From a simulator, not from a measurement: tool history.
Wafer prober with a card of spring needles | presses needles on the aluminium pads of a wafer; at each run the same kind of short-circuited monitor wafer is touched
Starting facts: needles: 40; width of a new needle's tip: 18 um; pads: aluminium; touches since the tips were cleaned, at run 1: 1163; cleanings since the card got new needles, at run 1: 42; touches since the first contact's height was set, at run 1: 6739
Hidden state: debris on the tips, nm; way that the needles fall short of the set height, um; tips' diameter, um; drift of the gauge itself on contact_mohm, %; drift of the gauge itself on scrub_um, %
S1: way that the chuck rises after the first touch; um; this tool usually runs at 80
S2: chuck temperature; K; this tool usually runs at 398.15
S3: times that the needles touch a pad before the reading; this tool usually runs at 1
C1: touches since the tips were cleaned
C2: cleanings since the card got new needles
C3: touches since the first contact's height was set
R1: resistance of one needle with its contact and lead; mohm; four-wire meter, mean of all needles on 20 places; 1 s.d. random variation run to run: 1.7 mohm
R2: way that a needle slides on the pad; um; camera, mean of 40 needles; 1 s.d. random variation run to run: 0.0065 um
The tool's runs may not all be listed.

{"run": 1, "hour": 0.0, "S1": 80, "S2": 398.15, "S3": 1, "C1": 1163, "C2": 42, "C3": 6739, "R1": 171, "R2": 13.135}
{"hour": 32.4, "done": "tips cleaned on abrasive film"}
{"run": 2, "hour": 40.7, "S1": 83, "S2": 398.15, "S3": 1, "C1": 1218, "C2": 43, "C3": 12655, "R1": 167, "R2": 13.639}
{"hour": 70.8, "done": "tips cleaned on abrasive film"}
{"run": 3, "hour": 91.6, "S1": 83, "S2": 398.15, "S3": 1, "C1": 3027, "C2": 44, "C3": 20052, "R1": 171, "R2": 13.647}
{"hour": 112.1, "done": "tips cleaned on abrasive film"}
{"run": 4, "hour": 137.1, "S1": 80, "S2": 398.15, "S3": 1, "C1": 3647, "C2": 45, "C3": 26660, "R1": 167, "R2": 13.175}
{"hour": 154.5, "done": "tips cleaned on abrasive film"}
{"run": 5, "hour": 177.2, "S1": 80, "S2": 398.15, "S3": 1, "C1": 3295, "C2": 46, "C3": 32477, "R1": 171, "R2": 13.17}
{"hour": 196.3, "done": "tips cleaned on abrasive film"}
{"run": 6, "hour": 232.9, "S1": 80, "S2": 398.15, "S3": 1, "C1": 5328, "C2": 47, "C3": 40582, "R1": 170, "R2": 13.208}
{"hour": 236.3, "done": "tips cleaned on abrasive film"}
{"hour": 276.5, "done": "tips cleaned on abrasive film"}
{"run": 7, "hour": 276.5, "S1": 84, "S2": 398.15, "S3": 1, "C1": 0, "C2": 49, "C3": 46898, "R1": 167, "R2": 13.883}
{"hour": 316.2, "done": "tips cleaned on abrasive film"}
{"run": 8, "hour": 318.4, "S1": 80, "S2": 350.15, "S3": 2, "C1": 316, "C2": 50, "C3": 52980, "R1": 161, "R2": 13.221}
{"hour": 356.9, "done": "tips cleaned on abrasive film"}
{"run": 9, "hour": 374.3, "S1": 80, "S2": 398.15, "S3": 1, "C1": 2543, "C2": 51, "C3": 61113, "R1": 168, "R2": 13.231}
{"hour": 400.3, "done": "tips cleaned on abrasive film"}
{"hour": 419.8, "done": "height of the first contact set anew"}
{"run": 10, "hour": 426.8, "S1": 80, "S2": 398.15, "S3": 1, "C1": 3803, "C2": 52, "C3": 1015, "R1": 172, "R2": 13.258}
{"hour": 440.8, "done": "tips cleaned on abrasive film"}
{"run": 11, "hour": 478.3, "S1": 62, "S2": 398.15, "S3": 1, "C1": 5457, "C2": 53, "C3": 8503, "R1": 177, "R2": 10.288}
{"hour": 482.1, "done": "tips cleaned on abrasive film"}
{"run": 12, "hour": 507.9, "S1": 62, "S2": 398.15, "S3": 1, "C1": 3757, "C2": 54, "C3": 12795, "R1": 178, "R2": 10.278}

Alternative continuations, all from the tool just after run 12; predict every row:
{"hour": 523.5, "done": "tips cleaned on abrasive film"}
{"run": "A", "hour": 541.8, "S1": 64, "S2": 398.15, "S3": 1, "C1": 2672, "C2": 55, "C3": 17724, "R1": "?", "R2": "?"}
{"hour": 523.5, "done": "tips cleaned on abrasive film"}
{"run": "B", "hour": 541.8, "S1": 74, "S2": 353.15, "S3": 2, "C1": 2672, "C2": 55, "C3": 17724, "R1": "?", "R2": "?"}
{"hour": 523.5, "done": "tips cleaned on abrasive film"}
{"run": "C", "hour": 541.8, "S1": 92, "S2": 322.15, "S3": 1, "C1": 2672, "C2": 55, "C3": 17724, "R1": "?", "R2": "?"}
{"hour": 523.5, "done": "tips cleaned on abrasive film"}
{"run": "D", "hour": 541.8, "S1": 83, "S2": 337.15, "S3": 1, "C1": 2672, "C2": 55, "C3": 17724, "R1": "?", "R2": "?"}

run=A R1=178 R2=10.626
run=B R1=163 R2=12.290
run=C R1=153 R2=15.267
run=D R1=156 R2=13.784
What these runs would have given with no unlogged condition in the tool:
run=A R1=177 R2=10.505
run=B R1=163 R2=12.149
run=C R1=153 R2=15.093
run=D R1=156 R2=13.626
